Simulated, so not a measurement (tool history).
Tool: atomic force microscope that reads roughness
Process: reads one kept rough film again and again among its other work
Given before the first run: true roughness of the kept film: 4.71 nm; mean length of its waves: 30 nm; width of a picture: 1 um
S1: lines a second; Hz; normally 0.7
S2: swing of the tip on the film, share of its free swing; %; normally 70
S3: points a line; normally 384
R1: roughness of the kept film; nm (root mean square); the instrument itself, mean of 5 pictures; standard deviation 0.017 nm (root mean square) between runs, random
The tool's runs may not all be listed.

{"run": 1, "hour": 0.0, "S1": 0.7, "S2": 70, "S3": 384, "R1": 3.881}
{"run": 2, "hour": 43.5, "S1": 0.7, "S2": 70, "S3": 384, "R1": 3.746}
{"run": 3, "hour": 66.1, "S1": 0.7, "S2": 70, "S3": 384, "R1": 3.704}
{"hour": 74.2, "done": "new tip fitted"}
{"run": 4, "hour": 104.4, "S1": 0.7, "S2": 64, "S3": 384, "R1": 4.044}
{"run": 5, "hour": 142.8, "S1": 0.7, "S2": 67, "S3": 384, "R1": 4.002}
{"run": 6, "hour": 187.3, "S1": 0.7, "S2": 70, "S3": 384, "R1": 3.837}
{"run": 7, "hour": 213.6, "S1": 0.7, "S2": 70, "S3": 384, "R1": 3.775}
{"hour": 247.8, "done": "new tip fitted"}
{"run": 8, "hour": 264.2, "S1": 0.7, "S2": 79, "S3": 384, "R1": 4.013}
{"run": 9, "hour": 299.5, "S1": 0.7, "S2": 79, "S3": 384, "R1": 3.898}
{"run": 10, "hour": 336.3, "S1": 2.839, "S2": 70, "S3": 384, "R1": 3.596}
{"run": 11, "hour": 375.9, "S1": 0.565, "S2": 70, "S3": 384, "R1": 3.843}
{"run": 12, "hour": 411.8, "S1": 0.565, "S2": 70, "S3": 384, "R1": 3.723}
{"hour": 418.8, "done": "new tip fitted"}
{"run": 13, "hour": 444.7, "S1": 0.565, "S2": 70, "S3": 384, "R1": 4.031}
{"run": 14, "hour": 469.1, "S1": 0.565, "S2": 70, "S3": 384, "R1": 3.957}
{"run": 15, "hour": 500.2, "S1": 0.565, "S2": 70, "S3": 384, "R1": 3.898}
{"run": 16, "hour": 544.3, "S1": 0.565, "S2": 70, "S3": 384, "R1": 3.807}
{"run": 17, "hour": 569.7, "S1": 0.7, "S2": 70, "S3": 395, "R1": 3.724}
{"hour": 593.6, "done": "new tip fitted"}
{"run": 18, "hour": 618.2, "S1": 0.7, "S2": 70, "S3": 395, "R1": 4.088}
{"run": 19, "hour": 647.0, "S1": 2.387, "S2": 70, "S3": 384, "R1": 3.754}
{"run": 20, "hour": 694.2, "S1": 0.616, "S2": 70, "S3": 384, "R1": 3.886}
{"run": 21, "hour": 722.8, "S1": 0.616, "S2": 70, "S3": 384, "R1": 3.835}
{"hour": 766.9, "done": "new tip fitted"}
{"run": 22, "hour": 768.7, "S1": 0.616, "S2": 70, "S3": 862, "R1": 4.119}
{"run": 23, "hour": 792.0, "S1": 0.618, "S2": 70, "S3": 862, "R1": 4.083}
{"run": 24, "hour": 842.2, "S1": 0.7, "S2": 81, "S3": 384, "R1": 3.834}
{"run": 25, "hour": 889.2, "S1": 0.613, "S2": 70, "S3": 384, "R1": 3.809}
{"run": 26, "hour": 913.9, "S1": 0.613, "S2": 70, "S3": 384, "R1": 3.802}
{"run": 27, "hour": 935.7, "S1": 0.613, "S2": 63, "S3": 384, "R1": 3.753}
{"hour": 940.4, "done": "new tip fitted"}
{"run": 28, "hour": 979.1, "S1": 1.059, "S2": 61, "S3": 868, "R1": 4.032}
{"run": 29, "hour": 1025.8, "S1": 1.913, "S2": 82, "S3": 287, "R1": 3.467}
{"run": 30, "hour": 1075.3, "S1": 1.913, "S2": 82, "S3": 287, "R1": 3.331}
{"hour": 1079.8, "done": "height scale calibrated on a step standard"}
{"hour": 1115.7, "done": "new tip fitted"}
{"run": 31, "hour": 1116.3, "S1": 1.913, "S2": 82, "S3": 287, "R1": 3.677}
{"run": 32, "hour": 1166.7, "S1": 0.914, "S2": 80, "S3": 287, "R1": 3.848}
{"run": 33, "hour": 1189.8, "S1": 3.16, "S2": 63, "S3": 469, "R1": 3.767}
{"run": 34, "hour": 1218.4, "S1": 0.513, "S2": 71, "S3": 402, "R1": 3.892}
{"run": 35, "hour": 1246.6, "S1": 0.513, "S2": 71, "S3": 402, "R1": 3.835}
{"hour": 1279.6, "done": "height scale calibrated on a step standard, once more"}
{"run": 36, "hour": 1281.2, "S1": 0.848, "S2": 74, "S3": 668, "R1": 3.681}
{"hour": 1288.5, "done": "new tip fitted"}
{"run": 37, "hour": 1316.8, "S1": 0.7, "S2": 62, "S3": 384, "R1": 4.085}
{"run": 38, "hour": 1360.5, "S1": 0.7, "S2": 69, "S3": 528, "R1": 3.942}
{"run": 39, "hour": 1392.6, "S1": 0.668, "S2": 86, "S3": 528, "R1": 3.751}
{"run": 40, "hour": 1431.8, "S1": 2.009, "S2": 76, "S3": 589, "R1": 3.472}
{"hour": 1459.6, "done": "new tip fitted"}
{"run": 41, "hour": 1479.8, "S1": 2.009, "S2": 76, "S3": 589, "R1": 3.758}
{"run": 42, "hour": 1527.5, "S1": 2.009, "S2": 76, "S3": 589, "R1": 3.652}
{"run": 43, "hour": 1550.3, "S1": 0.7, "S2": 60, "S3": 384, "R1": 3.931}
{"run": 44, "hour": 1576.1, "S1": 1.842, "S2": 70, "S3": 384, "R1": 3.63}
{"run": 45, "hour": 1625.2, "S1": 1.083, "S2": 59, "S3": 683, "R1": 3.737}
{"hour": 1632.3, "done": "new tip fitted"}
{"run": 46, "hour": 1646.6, "S1": 0.855, "S2": 76, "S3": 683, "R1": 4.045}
{"run": 47, "hour": 1682.1, "S1": 0.964, "S2": 60, "S3": 514, "R1": 4.032}
{"run": 48, "hour": 1709.4, "S1": 0.687, "S2": 84, "S3": 515, "R1": 3.832}
{"run": 49, "hour": 1733.5, "S1": 0.687, "S2": 84, "S3": 515, "R1": 3.778}
{"run": 50, "hour": 1756.9, "S1": 0.687, "S2": 84, "S3": 515, "R1": 3.752}
{"run": 51, "hour": 1780.5, "S1": 0.687, "S2": 84, "S3": 515, "R1": 3.684}
{"hour": 1803.2, "done": "new tip fitted"}
{"run": 52, "hour": 1817.7, "S1": 0.687, "S2": 84, "S3": 515, "R1": 3.983}
{"run": 53, "hour": 1849.9, "S1": 1.213, "S2": 63, "S3": 387, "R1": 4.024}

How would selected steps in R1 from run to run divide? Give the signed amount a tool lacking its hidden state would still show from settings, what came in and random variation, and the signed amount left for the hidden state, including any gauge scatter that is not in both of the compared results.
The tool's hidden condition here consists of: radius of the tip, nm; height scale over the true one, %; drift of the gauge itself on roughness_nm, %.
Run 17 -> 18: new tip fitted. R1 +0.364 nm (root mean square): hidden state +0.343, all else +0.021.
Run 28 -> 29: S1 1.059 -> 1.913, S2 61 -> 82, S3 868 -> 287. R1 -0.565 nm (root mean square): hidden state -0.09, all else -0.475.
Run 36 -> 37: S1 0.848 -> 0.7, S2 74 -> 62, S3 668 -> 384, new tip fitted. R1 +0.404 nm (root mean square): hidden state +0.34, all else +0.064.
Run 45 -> 46: S1 1.083 -> 0.855, S2 59 -> 76, new tip fitted. R1 +0.308 nm (root mean square): hidden state +0.377, all else -0.069.

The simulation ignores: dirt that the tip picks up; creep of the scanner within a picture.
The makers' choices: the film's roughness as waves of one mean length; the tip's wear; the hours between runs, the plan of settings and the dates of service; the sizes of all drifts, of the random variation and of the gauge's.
